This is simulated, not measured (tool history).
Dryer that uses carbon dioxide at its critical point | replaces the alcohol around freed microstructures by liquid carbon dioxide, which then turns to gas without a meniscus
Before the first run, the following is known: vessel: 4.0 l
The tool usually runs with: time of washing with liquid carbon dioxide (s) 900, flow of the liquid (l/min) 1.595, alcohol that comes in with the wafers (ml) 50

run,day,time of washing with liquid carbon dioxide (s),flow of the liquid (l/min),alcohol that comes in with the wafers (ml),alcohol left in the vessel before it's heated (ppm by volume)
1,0.000,900,1.595,50,120
2,0.379,900,1.595,50,117
3,0.712,900,1.595,50,126
4,1.262,900,2.490,50,26
5,1.788,900,2.490,50,27
6,2.142,900,1.110,50,517
7,2.404,900,1.110,50,505
8,2.854,900,1.110,50,511
9,3.400,900,1.110,50,518
10,3.746,900,1.120,50,501
11,4.308,900,1.120,50,494
12,4.808,540,1.595,50,805
13,5.162,540,1.595,50,774
14,5.533,540,1.200,50,1644
15,5.983,900,1.650,50,135
16,6.292,900,1.595,70,205
17,6.654,900,1.595,50,151
18,6.950,900,1.595,50,152
19,7.225,900,1.595,50,144
20,7.542,900,1.595,50,152
21,8.125,900,1.790,50,100
22,8.458,900,1.790,50,107
23,8.742,720,1.790,50,240
24,9.267,900,1.030,87,1219
25,9.792,900,1.420,65,316
26,10.279,900,1.440,50,239
27,10.804,540,0.970,30,1500
28,11.258,600,1.150,36,1064
29,11.867,600,1.150,36,1075
30,12.233,720,1.595,30,232
31,12.604,1320,1.595,65,55
32,12.933,1200,2.250,80,41
33,13.492,1200,2.610,39,34
34,13.858,1200,2.610,39,36
35,14.246,660,2.160,56,194
36,14.858,900,2.200,56,69
37,15.258,600,1.190,63,1771
38,15.746,600,1.780,50,494
39,16.292,600,1.780,50,500
40,16.762,600,1.780,50,482
41,17.188,1080,2.530,32,43
42,17.754,1260,1.850,41,53
43,18.117,900,1.040,68,1010
44,18.671,720,2.390,118,181
45,19.246,720,2.630,39,69
46,19.846,720,2.100,76,215

Pick out some run-to-run changes in alcohol left in the vessel before it's heated (ppm by volume). Of each, how much would a tool without hidden state show as well, from the settings, what came in and chance, and how much is left for the hidden state and any gauge scatter not in both results compared?
Hidden state at play: flow that reaches the vessel past the clogged filter, %; alcohol in the recycled carbon dioxide, ppm; drift of the gauge itself on alcohol_ppm, %.
Run 14 -> 15: time of washing with liquid carbon dioxide (s) 540 -> 900, flow of the liquid (l/min) 1.200 -> 1.650. alcohol left in the vessel before it's heated (ppm by volume) -1509: hidden state -72, all else -1437.
Run 36 -> 37: time of washing with liquid carbon dioxide (s) 900 -> 600, flow of the liquid (l/min) 2.200 -> 1.190, alcohol that comes in with the wafers (ml) 56 -> 63. alcohol left in the vessel before it's heated (ppm by volume) +1702: hidden state +216, all else +1486.
Run 37 -> 38: flow of the liquid (l/min) 1.190 -> 1.780, alcohol that comes in with the wafers (ml) 63 -> 50. alcohol left in the vessel before it's heated (ppm by volume) -1277: hidden state -136, all else -1141.
Run 42 -> 43: time of washing with liquid carbon dioxide (s) 1260 -> 900, flow of the liquid (l/min) 1.850 -> 1.040, alcohol that comes in with the wafers (ml) 41 -> 68. alcohol left in the vessel before it's heated (ppm by volume) +957: hidden state +184, all else +773.
Run 43 -> 44: time of washing with liquid carbon dioxide (s) 900 -> 720, flow of the liquid (l/min) 1.040 -> 2.390, alcohol that comes in with the wafers (ml) 68 -> 118. alcohol left in the vessel before it's heated (ppm by volume) -829: hidden state -138, all else -691.
